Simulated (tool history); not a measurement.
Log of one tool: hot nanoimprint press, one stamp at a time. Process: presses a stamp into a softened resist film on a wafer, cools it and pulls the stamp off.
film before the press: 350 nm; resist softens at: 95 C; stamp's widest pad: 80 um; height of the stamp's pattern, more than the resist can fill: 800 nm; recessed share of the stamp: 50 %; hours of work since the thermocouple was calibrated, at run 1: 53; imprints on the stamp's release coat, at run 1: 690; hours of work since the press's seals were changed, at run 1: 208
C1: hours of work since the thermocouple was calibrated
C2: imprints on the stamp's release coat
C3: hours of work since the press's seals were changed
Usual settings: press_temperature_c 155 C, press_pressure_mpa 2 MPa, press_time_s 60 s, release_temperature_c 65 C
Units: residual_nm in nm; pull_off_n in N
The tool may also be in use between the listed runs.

{"run": 1, "hour": 0.0, "press_temperature_c": 155, "press_pressure_mpa": 2, "press_time_s": 60, "release_temperature_c": 65, "C1": 53, "C2": 690, "C3": 208, "residual_nm": 155.2, "pull_off_n": 131}
{"run": 2, "hour": 66.5, "press_temperature_c": 155, "press_pressure_mpa": 1.91, "press_time_s": 60, "release_temperature_c": 65, "C1": 102, "C2": 917, "C3": 256, "residual_nm": 158.1, "pull_off_n": 134}
{"run": 3, "hour": 146.3, "press_temperature_c": 155, "press_pressure_mpa": 1.91, "press_time_s": 60, "release_temperature_c": 65, "C1": 160, "C2": 1190, "C3": 315, "residual_nm": 156.1, "pull_off_n": 144}
{"run": 4, "hour": 209.1, "press_temperature_c": 155, "press_pressure_mpa": 1.91, "press_time_s": 60, "release_temperature_c": 65, "C1": 206, "C2": 1405, "C3": 361, "residual_nm": 155.1, "pull_off_n": 146}
{"run": 5, "hour": 250.9, "press_temperature_c": 155, "press_pressure_mpa": 1.91, "press_time_s": 60, "release_temperature_c": 65, "C1": 237, "C2": 1548, "C3": 391, "residual_nm": 154.7, "pull_off_n": 150}
{"run": 6, "hour": 304.3, "press_temperature_c": 155, "press_pressure_mpa": 1.91, "press_time_s": 60, "release_temperature_c": 65, "C1": 276, "C2": 1730, "C3": 430, "residual_nm": 152.9, "pull_off_n": 153}
{"hour": 320.6, "done": "stamp cleaned and given a new release coat"}
{"run": 7, "hour": 357.6, "press_temperature_c": 155, "press_pressure_mpa": 2.02, "press_time_s": 60, "release_temperature_c": 65, "C1": 311, "C2": 126, "C3": 465, "residual_nm": 147.9, "pull_off_n": 117}
{"run": 8, "hour": 401.2, "press_temperature_c": 155, "press_pressure_mpa": 2.02, "press_time_s": 60, "release_temperature_c": 65, "C1": 343, "C2": 275, "C3": 497, "residual_nm": 145.8, "pull_off_n": 118}
{"run": 9, "hour": 452.2, "press_temperature_c": 155, "press_pressure_mpa": 2.99, "press_time_s": 60, "release_temperature_c": 65, "C1": 380, "C2": 450, "C3": 534, "residual_nm": 120, "pull_off_n": 124}
{"run": 10, "hour": 492.2, "press_temperature_c": 155, "press_pressure_mpa": 2.99, "press_time_s": 60, "release_temperature_c": 65, "C1": 409, "C2": 586, "C3": 564, "residual_nm": 119.3, "pull_off_n": 126}
{"run": 11, "hour": 527.3, "press_temperature_c": 155, "press_pressure_mpa": 2.99, "press_time_s": 60, "release_temperature_c": 65, "C1": 435, "C2": 707, "C3": 589, "residual_nm": 118.1, "pull_off_n": 126}
{"run": 12, "hour": 593.8, "press_temperature_c": 155, "press_pressure_mpa": 2, "press_time_s": 60, "release_temperature_c": 63, "C1": 484, "C2": 934, "C3": 638, "residual_nm": 146, "pull_off_n": 137}
{"hour": 613.2, "done": "plate thermocouple calibrated"}
{"run": 13, "hour": 676.1, "press_temperature_c": 155, "press_pressure_mpa": 2, "press_time_s": 60, "release_temperature_c": 63, "C1": 46, "C2": 1205, "C3": 696, "residual_nm": 156.8, "pull_off_n": 156}
{"run": 14, "hour": 753.0, "press_temperature_c": 155, "press_pressure_mpa": 2, "press_time_s": 60, "release_temperature_c": 63, "C1": 102, "C2": 1468, "C3": 752, "residual_nm": 154.3, "pull_off_n": 161}
{"run": 15, "hour": 835.0, "press_temperature_c": 155, "press_pressure_mpa": 2, "press_time_s": 66, "release_temperature_c": 65, "C1": 162, "C2": 1749, "C3": 812, "residual_nm": 148.2, "pull_off_n": 156}
{"hour": 848.6, "done": "stamp cleaned and given a new release coat"}
{"run": 16, "hour": 905.5, "press_temperature_c": 155, "press_pressure_mpa": 1.29, "press_time_s": 60, "release_temperature_c": 65, "C1": 210, "C2": 195, "C3": 860, "residual_nm": 187.2, "pull_off_n": 118}
{"run": 17, "hour": 942.9, "press_temperature_c": 155, "press_pressure_mpa": 2, "press_time_s": 72, "release_temperature_c": 53, "C1": 237, "C2": 322, "C3": 887, "residual_nm": 141.5, "pull_off_n": 164}
{"run": 18, "hour": 1006.7, "press_temperature_c": 156, "press_pressure_mpa": 1.44, "press_time_s": 60, "release_temperature_c": 68, "C1": 284, "C2": 540, "C3": 934, "residual_nm": 168.5, "pull_off_n": 113}
{"run": 19, "hour": 1045.0, "press_temperature_c": 155, "press_pressure_mpa": 2.79, "press_time_s": 31, "release_temperature_c": 65, "C1": 312, "C2": 671, "C3": 962, "residual_nm": 161, "pull_off_n": 125}
{"run": 20, "hour": 1106.9, "press_temperature_c": 155, "press_pressure_mpa": 2.79, "press_time_s": 31, "release_temperature_c": 65, "C1": 357, "C2": 883, "C3": 1007, "residual_nm": 160.5, "pull_off_n": 131}
{"run": 21, "hour": 1169.1, "press_temperature_c": 155, "press_pressure_mpa": 2.79, "press_time_s": 31, "release_temperature_c": 65, "C1": 403, "C2": 1096, "C3": 1053, "residual_nm": 158.3, "pull_off_n": 138}
{"run": 22, "hour": 1238.7, "press_temperature_c": 148, "press_pressure_mpa": 1.68, "press_time_s": 39, "release_temperature_c": 73, "C1": 454, "C2": 1334, "C3": 1104, "residual_nm": 245.2, "pull_off_n": 106}
{"run": 23, "hour": 1283.6, "press_temperature_c": 148, "press_pressure_mpa": 1.68, "press_time_s": 39, "release_temperature_c": 73, "C1": 486, "C2": 1488, "C3": 1136, "residual_nm": 244.3, "pull_off_n": 107}

Forecast run 24:
{"hour": 1303.8, "done": "plate thermocouple calibrated"}
{"run": 24, "hour": 1343.9, "press_temperature_c": 163, "press_pressure_mpa": 3.09, "press_time_s": 116, "release_temperature_c": 54, "C1": 29, "C2": 1684, "C3": 1178, "residual_nm": "?", "pull_off_n": "?"}

residual_nm: 64.4 nm
pull_off_n: 203 N
Without the tool's hidden state the same run would have given residual_nm 63 nm, pull_off_n 153 N.
